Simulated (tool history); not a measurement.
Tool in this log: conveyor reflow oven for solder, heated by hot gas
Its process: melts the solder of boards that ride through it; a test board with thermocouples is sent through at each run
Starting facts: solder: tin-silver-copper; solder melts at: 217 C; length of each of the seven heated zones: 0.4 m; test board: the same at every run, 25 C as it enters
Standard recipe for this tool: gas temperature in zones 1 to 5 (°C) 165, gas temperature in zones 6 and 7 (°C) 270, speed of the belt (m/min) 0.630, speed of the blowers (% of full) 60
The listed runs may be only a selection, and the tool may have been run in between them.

run   hour  gas temperature in zones 1 to 5 (°C)  gas temperature in zones 6 and 7 (°C)  speed of the belt (m/min)  speed of the blowers (% of full)  highest temperature of the board (°C)  time above the solder's melting point (s)
  1    0.0                                   165                                    270                      0.630                                60                                  252.5                                       54.0
  2   17.5                                   165                                    270                      0.630                                60                                  253.0                                       54.4
  3   33.7                                   165                                    270                      0.630                                60                                  252.4                                       54.6
  4   56.2                                   165                                    278                      0.630                                60                                  260.3                                       59.2
  5   87.9                                   151                                    278                      0.630                                60                                  257.5                                       53.3
  6  101.4                                   165                                    270                      0.630                                60                                  252.5                                       54.6
  7  118.9                                   165                                    270                      0.630                                60                                  253.3                                       54.7
  8  136.5                                   165                                    270                      0.630                                60                                  253.1                                       53.7
  9  161.3                                   155                                    270                      0.630                                60                                  251.5                                       50.3
 10  179.8                                   155                                    270                      0.630                                60                                  250.9                                       49.8
 11  194.1                                   155                                    270                      0.630                                60                                  250.7                                       50.0
 12  216.0                                   155                                    284                      0.630                                60                                  263.6                                       57.9
 13  241.4                                   155                                    284                      0.630                                60                                  263.7                                       58.6
 14  266.1                                   155                                    284                      0.630                                60                                  263.8                                       58.1
 15  278.0                                   155                                    284                      0.630                                60                                  263.0                                       58.1
 16  302.2                                   156                                    263                      0.630                                60                                  244.9                                       45.5
 17  330.9                                   166                                    279                      0.503                                57                                  267.4                                       81.0
 18  355.0                                   153                                    259                      0.630                                60                                  241.0                                       41.2
 19  380.0                                   173                                    282                      0.535                                64                                  271.1                                       80.0
 20  402.4                                   153                                    280                      0.573                                87                                  269.9                                       69.5
 21  415.2                                   162                                    266                      0.555                                82                                  257.6                                       67.4
 22  437.7                                   162                                    266                      0.555                                82                                  257.5                                       67.8
 23  461.0                                   162                                    266                      0.555                                82                                  257.7                                       67.3
 24  474.1                                   159                                    268                      0.619                                58                                  250.1                                       51.1
 25  494.6                                   151                                    270                      0.509                                54                                  255.4                                       67.2
 26  513.0                                   165                                    270                      0.704                                52                                  245.1                                       42.1
 27  535.5                                   179                                    270                      0.630                                77                                  259.1                                       64.1
 28  560.9                                   165                                    259                      0.651                                60                                  241.8                                       43.6
 29  590.8                                   165                                    259                      0.651                                60                                  242.2                                       43.8
 30  605.6                                   165                                    282                      0.502                                55                                  269.5                                       81.4

Not shown here: 4 entries made in the log between runs. Locate each between two listed runs and compare the hidden state at the listed run before it with the hidden state at the listed run after it:
Logged between run 4 and run 5: flux residue cleaned out of gas plates and filters (hour 70.6)
  heat that the gas passes to the board, % of a clean oven's: 99.7 -> 100
Logged between run 8 and run 9: thermocouples of zones 6 and 7 changed (hour 154.0)
  true gas temperature in zones 6 and 7 over the reading, C: 0.19 -> -0.01
Logged between run 16 and run 17: flux residue cleaned out of gas plates and filters (hour 327.3)
  heat that the gas passes to the board, % of a clean oven's: 99.7 -> 100; true gas temperature in zones 6 and 7 over the reading, C: 0.01 -> 0.02
Logged between run 28 and run 29: flux residue cleaned out of gas plates and filters (hour 581.3)
  heat that the gas passes to the board, % of a clean oven's: 99.7 -> 99.9
